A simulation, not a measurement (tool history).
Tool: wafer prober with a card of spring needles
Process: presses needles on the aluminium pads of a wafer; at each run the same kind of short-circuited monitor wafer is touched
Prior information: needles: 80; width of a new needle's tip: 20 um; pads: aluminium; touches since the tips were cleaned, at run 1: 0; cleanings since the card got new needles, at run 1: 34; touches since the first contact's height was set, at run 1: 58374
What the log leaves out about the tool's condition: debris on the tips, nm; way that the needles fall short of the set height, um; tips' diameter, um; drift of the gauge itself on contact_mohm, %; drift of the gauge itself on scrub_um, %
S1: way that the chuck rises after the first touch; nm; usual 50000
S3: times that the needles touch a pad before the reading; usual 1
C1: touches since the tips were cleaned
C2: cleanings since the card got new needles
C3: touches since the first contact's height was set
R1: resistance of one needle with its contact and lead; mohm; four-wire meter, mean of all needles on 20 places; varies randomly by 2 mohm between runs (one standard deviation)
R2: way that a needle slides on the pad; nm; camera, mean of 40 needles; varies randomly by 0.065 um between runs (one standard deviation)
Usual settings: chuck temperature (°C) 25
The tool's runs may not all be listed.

{"run": 1, "hour": 0.0, "S1": 50000, "chuck temperature (°C)": 25, "S3": 1, "C1": 0, "C2": 34, "C3": 58374, "R1": 231, "R2": 10300}
{"hour": 23.8, "done": "tips cleaned on abrasive film"}
{"hour": 48.4, "done": "tips cleaned on abrasive film"}
{"run": 2, "hour": 48.4, "S1": 50000, "chuck temperature (°C)": 25, "S3": 1, "C1": 0, "C2": 36, "C3": 73818, "R1": 235, "R2": 10100}
{"hour": 74.4, "done": "tips cleaned on abrasive film"}
{"run": 3, "hour": 78.5, "S1": 50000, "chuck temperature (°C)": 80, "S3": 1, "C1": 1292, "C2": 37, "C3": 83418, "R1": 315, "R2": 10140}
{"hour": 102.0, "done": "tips cleaned on abrasive film"}
{"run": 4, "hour": 108.6, "S1": 50000, "chuck temperature (°C)": 80, "S3": 1, "C1": 2117, "C2": 38, "C3": 93033, "R1": 343, "R2": 10090}
{"hour": 126.8, "done": "tips cleaned on abrasive film"}
{"hour": 151.5, "done": "tips cleaned on abrasive film"}
{"run": 5, "hour": 162.9, "S1": 50000, "chuck temperature (°C)": 25, "S3": 1, "C1": 3681, "C2": 40, "C3": 110379, "R1": 378, "R2": 10110}
{"hour": 174.8, "done": "tips cleaned on abrasive film"}
{"hour": 202.6, "done": "tips cleaned on abrasive film"}
{"hour": 226.5, "done": "tips cleaned on abrasive film"}
{"run": 6, "hour": 232.2, "S1": 50000, "chuck temperature (°C)": 25, "S3": 1, "C1": 1812, "C2": 43, "C3": 132456, "R1": 328, "R2": 10180}
{"hour": 242.3, "done": "tips cleaned on abrasive film, once more"}
{"hour": 265.9, "done": "tips cleaned on abrasive film"}
{"hour": 290.5, "done": "tips cleaned on abrasive film"}
{"run": 7, "hour": 296.5, "S1": 50000, "chuck temperature (°C)": 25, "S3": 1, "C1": 1907, "C2": 46, "C3": 152968, "R1": 321, "R2": 9970}
{"hour": 314.1, "done": "tips cleaned on abrasive film"}
{"hour": 339.8, "done": "tips cleaned on abrasive film"}
{"run": 8, "hour": 348.8, "S1": 49000, "chuck temperature (°C)": 27, "S3": 2, "C1": 2883, "C2": 48, "C3": 169672, "R1": 306, "R2": 9700}
{"hour": 363.6, "done": "tips cleaned on abrasive film"}
{"hour": 388.0, "done": "tips cleaned on abrasive film"}
{"run": 9, "hour": 400.1, "S1": 50000, "chuck temperature (°C)": 28, "S3": 3, "C1": 3902, "C2": 50, "C3": 186043, "R1": 292, "R2": 9860}
{"hour": 416.1, "done": "tips cleaned on abrasive film"}
{"run": 10, "hour": 435.3, "S1": 50000, "chuck temperature (°C)": 28, "S3": 3, "C1": 6123, "C2": 51, "C3": 197259, "R1": 308, "R2": 9780}
{"hour": 440.4, "done": "tips cleaned on abrasive film"}
{"hour": 464.1, "done": "tips cleaned on abrasive film"}
{"run": 11, "hour": 484.0, "S1": 50000, "chuck temperature (°C)": 28, "S3": 3, "C1": 6395, "C2": 53, "C3": 212823, "R1": 308, "R2": 9780}
{"hour": 489.8, "done": "tips cleaned on abrasive film"}
{"hour": 512.4, "done": "tips cleaned on abrasive film"}
{"hour": 539.8, "done": "tips cleaned on abrasive film"}
{"run": 12, "hour": 547.5, "S1": 50000, "chuck temperature (°C)": 56, "S3": 1, "C1": 2468, "C2": 56, "C3": 233071, "R1": 350, "R2": 9710}
{"hour": 556.4, "done": "height of the first contact set anew"}
{"hour": 564.4, "done": "tips cleaned on abrasive film"}
{"hour": 588.2, "done": "tips cleaned on abrasive film"}
{"run": 13, "hour": 592.8, "S1": 57000, "chuck temperature (°C)": 29, "S3": 1, "C1": 1483, "C2": 58, "C3": 11600, "R1": 286, "R2": 11890}
{"hour": 613.0, "done": "tips cleaned on abrasive film"}
{"run": 14, "hour": 630.7, "S1": 41000, "chuck temperature (°C)": 30, "S3": 2, "C1": 5688, "C2": 59, "C3": 23717, "R1": 394, "R2": 8500}

Each row is a separate what-if for the run after 14, all from the same tool condition, not one after another. Results?
{"hour": 638.4, "done": "tips cleaned on abrasive film"}
{"hour": 662.2, "done": "tips cleaned on abrasive film"}
{"run": "A", "hour": 672.3, "S1": 59000, "chuck temperature (°C)": 45, "S3": 1, "C1": 3247, "C2": 61, "C3": 36974, "R1": "?", "R2": "?"}
{"hour": 638.4, "done": "tips cleaned on abrasive film"}
{"hour": 662.2, "done": "tips cleaned on abrasive film"}
{"run": "B", "hour": 672.3, "S1": 43000, "chuck temperature (°C)": 93, "S3": 1, "C1": 3247, "C2": 61, "C3": 36974, "R1": "?", "R2": "?"}
{"hour": 638.4, "done": "tips cleaned on abrasive film"}
{"hour": 662.2, "done": "tips cleaned on abrasive film"}
{"run": "C", "hour": 672.3, "S1": 58000, "chuck temperature (°C)": 81, "S3": 1, "C1": 3247, "C2": 61, "C3": 36974, "R1": "?", "R2": "?"}

run=A R1=333 R2=12220
run=B R1=437 R2=8930
run=C R1=345 R2=12040
Without the tool's hidden state the same runs would have given:
run=A R1=220 R2=12340
run=B R1=245 R2=9050
run=C R1=233 R2=12150
